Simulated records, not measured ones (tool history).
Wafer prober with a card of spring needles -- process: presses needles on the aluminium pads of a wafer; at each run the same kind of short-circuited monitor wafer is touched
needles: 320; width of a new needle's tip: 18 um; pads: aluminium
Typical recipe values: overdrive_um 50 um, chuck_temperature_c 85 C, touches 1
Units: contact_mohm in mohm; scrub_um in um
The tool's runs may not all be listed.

Run 1, hour 0.0: usual settings. Result: contact_mohm 379 mohm, scrub_um 10.43 um.
At hour 1.1: tips cleaned on abrasive film.
At hour 5.2: tips cleaned on abrasive film.
At hour 10.3: tips cleaned on abrasive film.
Run 2, hour 12.0: usual settings. Result: contact_mohm 314 mohm, scrub_um 10.39 um.
At hour 15.1: tips cleaned on abrasive film.
At hour 20.1: tips cleaned on abrasive film.
At hour 25.1: tips cleaned on abrasive film.
At hour 30.2: tips cleaned on abrasive film.
Run 3, hour 32.2: usual settings but chuck_temperature_c 57 C. Result: contact_mohm 341 mohm, scrub_um 10.39 um.
At hour 34.4: tips cleaned on abrasive film.
At hour 39.3: tips cleaned on abrasive film.
At hour 44.4: tips cleaned on abrasive film.
Run 4, hour 45.7: usual settings but chuck_temperature_c 57 C. Result: contact_mohm 304 mohm, scrub_um 10.41 um.
At hour 48.8: tips cleaned on abrasive film.
At hour 52.9: tips cleaned on abrasive film.
At hour 58.0: tips cleaned on abrasive film.
At hour 62.9: tips cleaned on abrasive film.
Run 5, hour 62.9: usual settings but chuck_temperature_c 57 C. Result: contact_mohm 211 mohm, scrub_um 10.23 um.
At hour 67.9: tips cleaned on abrasive film.
At hour 73.0: tips cleaned on abrasive film.
At hour 78.1: tips cleaned on abrasive film.
Run 6, hour 78.4: usual settings but chuck_temperature_c 57 C. Result: contact_mohm 237 mohm, scrub_um 10.28 um.
At hour 82.5: tips cleaned on abrasive film.
At hour 87.5: tips cleaned on abrasive film.
At hour 91.6: tips cleaned on abrasive film.
Run 7, hour 94.8: usual settings but chuck_temperature_c 57 C. Result: contact_mohm 390 mohm, scrub_um 10.25 um.
At hour 95.9: tips cleaned on abrasive film.
At hour 100.0: tips cleaned on abrasive film.
At hour 104.9: tips cleaned on abrasive film.
At hour 109.0: tips cleaned on abrasive film.
Run 8, hour 112.3: usual settings but chuck_temperature_c 39 C. Result: contact_mohm 398 mohm, scrub_um 10.18 um.
At hour 113.4: tips cleaned on abrasive film.
At hour 117.5: tips cleaned on abrasive film.
At hour 122.6: tips cleaned on abrasive film.
At hour 126.7: tips cleaned on abrasive film.
At hour 131.3: tips cleaned on abrasive film.
Run 9, hour 131.3: usual settings but chuck_temperature_c 39 C. Result: contact_mohm 204 mohm, scrub_um 10.00 um.
At hour 136.3: tips cleaned on abrasive film.
At hour 140.4: tips cleaned on abrasive film.
At hour 144.6: tips cleaned on abrasive film.
At hour 149.4: tips cleaned on abrasive film.
Run 10, hour 149.4: usual settings but chuck_temperature_c 39 C, touches 2. Result: contact_mohm 198 mohm, scrub_um 10.05 um.
At hour 154.5: tips cleaned on abrasive film.
At hour 158.6: tips cleaned on abrasive film.
At hour 162.7: tips cleaned on abrasive film.
At hour 166.8: tips cleaned on abrasive film.
Run 11, hour 169.8: usual settings but overdrive_um 49 um, chuck_temperature_c 45 C, touches 3. Result: contact_mohm 267 mohm, scrub_um 9.76 um.
At hour 170.9: tips cleaned on abrasive film.
At hour 175.0: tips cleaned on abrasive film.
Run 12, hour 178.9: usual settings but overdrive_um 32 um, chuck_temperature_c 65 C, touches 2. Result: contact_mohm 604 mohm, scrub_um 6.17 um.
At hour 180.0: tips cleaned on abrasive film.
At hour 184.1: tips cleaned on abrasive film.
At hour 188.2: tips cleaned on abrasive film.
Run 13, hour 190.7: usual settings but overdrive_um 67 um, chuck_temperature_c 59 C. Result: contact_mohm 285 mohm, scrub_um 13.68 um.

Run 14 is up next; what results do you expect?
At hour 192.8: tips cleaned on abrasive film.
At hour 197.9: tips cleaned on abrasive film.
At hour 202.0: tips cleaned on abrasive film.
Run 14, hour 202.1: usual settings but overdrive_um 32 um, touches 2. Result: contact_mohm ?, scrub_um ?.

Run 14 yielded contact_mohm 279 mohm, scrub_um 6.08 um.
If the tool had no hidden condition, the same run with the same run-to-run variation would have returned contact_mohm 207 mohm, scrub_um 6.98 um.
